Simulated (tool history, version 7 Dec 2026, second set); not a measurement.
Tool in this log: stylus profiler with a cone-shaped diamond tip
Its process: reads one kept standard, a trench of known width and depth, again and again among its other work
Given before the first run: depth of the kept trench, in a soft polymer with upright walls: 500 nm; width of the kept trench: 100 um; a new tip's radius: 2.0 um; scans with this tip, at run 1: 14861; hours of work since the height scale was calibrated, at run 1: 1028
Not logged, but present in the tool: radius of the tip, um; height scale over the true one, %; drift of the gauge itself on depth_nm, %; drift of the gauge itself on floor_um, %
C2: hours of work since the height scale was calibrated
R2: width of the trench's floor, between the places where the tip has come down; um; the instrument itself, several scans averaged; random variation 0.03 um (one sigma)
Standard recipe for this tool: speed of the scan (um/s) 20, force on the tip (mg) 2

run 1 day=0 | speed_of_the_scan_(um/s)=20 force_on_the_tip_(mg)=2 | scans_with_this_tip=14861 C2=1028 | depth_of_the_trench_(nm)=507.65 R2=95.79
run 2 day=0.875 | speed_of_the_scan_(um/s)=20 force_on_the_tip_(mg)=1.66 | scans_with_this_tip=15015 C2=1039 | depth_of_the_trench_(nm)=506.94 R2=95.9
run 3 day=2.942 | speed_of_the_scan_(um/s)=20 force_on_the_tip_(mg)=1.66 | scans_with_this_tip=15376 C2=1064 | depth_of_the_trench_(nm)=507.22 R2=95.79
run 4 day=4.558 | speed_of_the_scan_(um/s)=20 force_on_the_tip_(mg)=3.91 | scans_with_this_tip=15660 C2=1083 | depth_of_the_trench_(nm)=511.28 R2=95.85
run 5 day=5.767 | speed_of_the_scan_(um/s)=20 force_on_the_tip_(mg)=0.78 | scans_with_this_tip=15872 C2=1098 | depth_of_the_trench_(nm)=505.16 R2=95.75
run 6 day=6.754 | speed_of_the_scan_(um/s)=20 force_on_the_tip_(mg)=3.53 | scans_with_this_tip=16045 C2=1110 | depth_of_the_trench_(nm)=510.58 R2=95.8
run 7 day=8.4 | speed_of_the_scan_(um/s)=20 force_on_the_tip_(mg)=3.53 | scans_with_this_tip=16333 C2=1130 | depth_of_the_trench_(nm)=510.74 R2=95.8
run 8 day=10.108 | speed_of_the_scan_(um/s)=27 force_on_the_tip_(mg)=2 | scans_with_this_tip=16633 C2=1151 | depth_of_the_trench_(nm)=508.24 R2=95.76
run 9 day=11.654 | speed_of_the_scan_(um/s)=27 force_on_the_tip_(mg)=2 | scans_with_this_tip=16904 C2=1169 | depth_of_the_trench_(nm)=507.76 R2=95.74
-- day=13.208 height scale calibrated on a step standard
run 10 day=13.404 | speed_of_the_scan_(um/s)=27 force_on_the_tip_(mg)=2 | scans_with_this_tip=17207 C2=2 | depth_of_the_trench_(nm)=506.2 R2=95.71
run 11 day=14.425 | speed_of_the_scan_(um/s)=27 force_on_the_tip_(mg)=2 | scans_with_this_tip=17386 C2=15 | depth_of_the_trench_(nm)=506.1 R2=95.68
run 12 day=15.383 | speed_of_the_scan_(um/s)=27 force_on_the_tip_(mg)=2 | scans_with_this_tip=17554 C2=26 | depth_of_the_trench_(nm)=505.98 R2=95.7
run 13 day=17.262 | speed_of_the_scan_(um/s)=27 force_on_the_tip_(mg)=2 | scans_with_this_tip=17883 C2=49 | depth_of_the_trench_(nm)=506 R2=95.64
run 14 day=19.008 | speed_of_the_scan_(um/s)=27 force_on_the_tip_(mg)=2 | scans_with_this_tip=18189 C2=70 | depth_of_the_trench_(nm)=506.36 R2=95.62
run 15 day=20.225 | speed_of_the_scan_(um/s)=27 force_on_the_tip_(mg)=2 | scans_with_this_tip=18403 C2=85 | depth_of_the_trench_(nm)=506.08 R2=95.65
run 16 day=21.367 | speed_of_the_scan_(um/s)=27 force_on_the_tip_(mg)=2 | scans_with_this_tip=18603 C2=99 | depth_of_the_trench_(nm)=506.43 R2=95.6
run 17 day=22.812 | speed_of_the_scan_(um/s)=64 force_on_the_tip_(mg)=2 | scans_with_this_tip=18856 C2=116 | depth_of_the_trench_(nm)=506.13 R2=95.44
run 18 day=24.554 | speed_of_the_scan_(um/s)=64 force_on_the_tip_(mg)=2 | scans_with_this_tip=19162 C2=138 | depth_of_the_trench_(nm)=506.2 R2=95.4
run 19 day=26.667 | speed_of_the_scan_(um/s)=64 force_on_the_tip_(mg)=2 | scans_with_this_tip=19532 C2=163 | depth_of_the_trench_(nm)=506.15 R2=95.42
run 20 day=28.433 | speed_of_the_scan_(um/s)=64 force_on_the_tip_(mg)=2 | scans_with_this_tip=19841 C2=185 | depth_of_the_trench_(nm)=506.39 R2=95.31
run 21 day=29.917 | speed_of_the_scan_(um/s)=64 force_on_the_tip_(mg)=2 | scans_with_this_tip=20102 C2=203 | depth_of_the_trench_(nm)=506.24 R2=95.3
run 22 day=31.292 | speed_of_the_scan_(um/s)=64 force_on_the_tip_(mg)=2 | scans_with_this_tip=20342 C2=219 | depth_of_the_trench_(nm)=506.54 R2=95.28
run 23 day=32.833 | speed_of_the_scan_(um/s)=16 force_on_the_tip_(mg)=3.93 | scans_with_this_tip=20613 C2=238 | depth_of_the_trench_(nm)=509.92 R2=95.56
run 24 day=34.879 | speed_of_the_scan_(um/s)=24 force_on_the_tip_(mg)=5.32 | scans_with_this_tip=20971 C2=263 | depth_of_the_trench_(nm)=512 R2=95.46
run 25 day=36.371 | speed_of_the_scan_(um/s)=9 force_on_the_tip_(mg)=5.32 | scans_with_this_tip=21233 C2=281 | depth_of_the_trench_(nm)=512 R2=95.47
-- day=38.142 new tip fitted, height scale calibrated
run 26 day=38.638 | speed_of_the_scan_(um/s)=9 force_on_the_tip_(mg)=2.36 | scans_with_this_tip=87 C2=6 | depth_of_the_trench_(nm)=506.52 R2=97.21
run 27 day=39.554 | speed_of_the_scan_(um/s)=17 force_on_the_tip_(mg)=5.27 | scans_with_this_tip=248 C2=17 | depth_of_the_trench_(nm)=511.22 R2=97.23
run 28 day=41.1 | speed_of_the_scan_(um/s)=20 force_on_the_tip_(mg)=1.64 | scans_with_this_tip=519 C2=36 | depth_of_the_trench_(nm)=505.06 R2=97.16
run 29 day=42.112 | speed_of_the_scan_(um/s)=20 force_on_the_tip_(mg)=1.64 | scans_with_this_tip=697 C2=48 | depth_of_the_trench_(nm)=505.1 R2=97.12
run 30 day=43.558 | speed_of_the_scan_(um/s)=20 force_on_the_tip_(mg)=5.47 | scans_with_this_tip=950 C2=66 | depth_of_the_trench_(nm)=511.79 R2=97.12
run 31 day=44.954 | speed_of_the_scan_(um/s)=20 force_on_the_tip_(mg)=5.47 | scans_with_this_tip=1195 C2=83 | depth_of_the_trench_(nm)=511.8 R2=97.11
run 32 day=46.846 | speed_of_the_scan_(um/s)=28 force_on_the_tip_(mg)=1.94 | scans_with_this_tip=1526 C2=106 | depth_of_the_trench_(nm)=505.94 R2=97.05
run 33 day=48.675 | speed_of_the_scan_(um/s)=28 force_on_the_tip_(mg)=1.94 | scans_with_this_tip=1847 C2=128 | depth_of_the_trench_(nm)=505.69 R2=96.92
run 34 day=50.592 | speed_of_the_scan_(um/s)=37 force_on_the_tip_(mg)=1.44 | scans_with_this_tip=2183 C2=151 | depth_of_the_trench_(nm)=504.75 R2=96.89
run 35 day=51.662 | speed_of_the_scan_(um/s)=37 force_on_the_tip_(mg)=0.83 | scans_with_this_tip=2371 C2=164 | depth_of_the_trench_(nm)=503.33 R2=96.85
run 36 day=53.317 | speed_of_the_scan_(um/s)=66 force_on_the_tip_(mg)=0.68 | scans_with_this_tip=2661 C2=184 | depth_of_the_trench_(nm)=503.01 R2=96.51
run 37 day=55.475 | speed_of_the_scan_(um/s)=28 force_on_the_tip_(mg)=5.69 | scans_with_this_tip=3039 C2=210 | depth_of_the_trench_(nm)=512.14 R2=96.86
run 38 day=57.062 | speed_of_the_scan_(um/s)=6 force_on_the_tip_(mg)=1.97 | scans_with_this_tip=3317 C2=229 | depth_of_the_trench_(nm)=506.18 R2=96.89
run 39 day=58.492 | speed_of_the_scan_(um/s)=6 force_on_the_tip_(mg)=1.97 | scans_with_this_tip=3568 C2=247 | depth_of_the_trench_(nm)=506.19 R2=96.89
run 40 day=59.392 | speed_of_the_scan_(um/s)=56 force_on_the_tip_(mg)=2.23 | scans_with_this_tip=3726 C2=258 | depth_of_the_trench_(nm)=506.49 R2=96.72
run 41 day=61.154 | speed_of_the_scan_(um/s)=9 force_on_the_tip_(mg)=0.76 | scans_with_this_tip=4035 C2=279 | depth_of_the_trench_(nm)=503.27 R2=96.78

Selected run-to-run steps in depth of the trench (nm), each split into two signed amounts: the part the tool would show with no hidden state at all (from settings, incoming material and random variation), and the remainder, which goes to the hidden state together with any gauge scatter not common to the measured and the hidden-state-free results:
Run 3 -> 4: force on the tip (mg) 1.66 -> 3.91. depth of the trench (nm) +4.06: hidden state +0.05, all else +4.01.
Run 9 -> 10: height scale calibrated on a step standard. depth of the trench (nm) -1.56: hidden state -1.84, all else +0.28.
Run 25 -> 26: force on the tip (mg) 5.32 -> 2.36, new tip fitted, height scale calibrated. depth of the trench (nm) -5.48: hidden state -0.66, all else -4.82.
Run 27 -> 28: speed of the scan (um/s) 17 -> 20, force on the tip (mg) 5.27 -> 1.64. depth of the trench (nm) -6.16: hidden state +0.03, all else -6.19.
Run 29 -> 30: force on the tip (mg) 1.64 -> 5.47. depth of the trench (nm) +6.69: hidden state +0.02, all else +6.67.
Run 36 -> 37: speed of the scan (um/s) 66 -> 28, force on the tip (mg) 0.68 -> 5.69. depth of the trench (nm) +9.13: hidden state +0.04, all else +9.09.
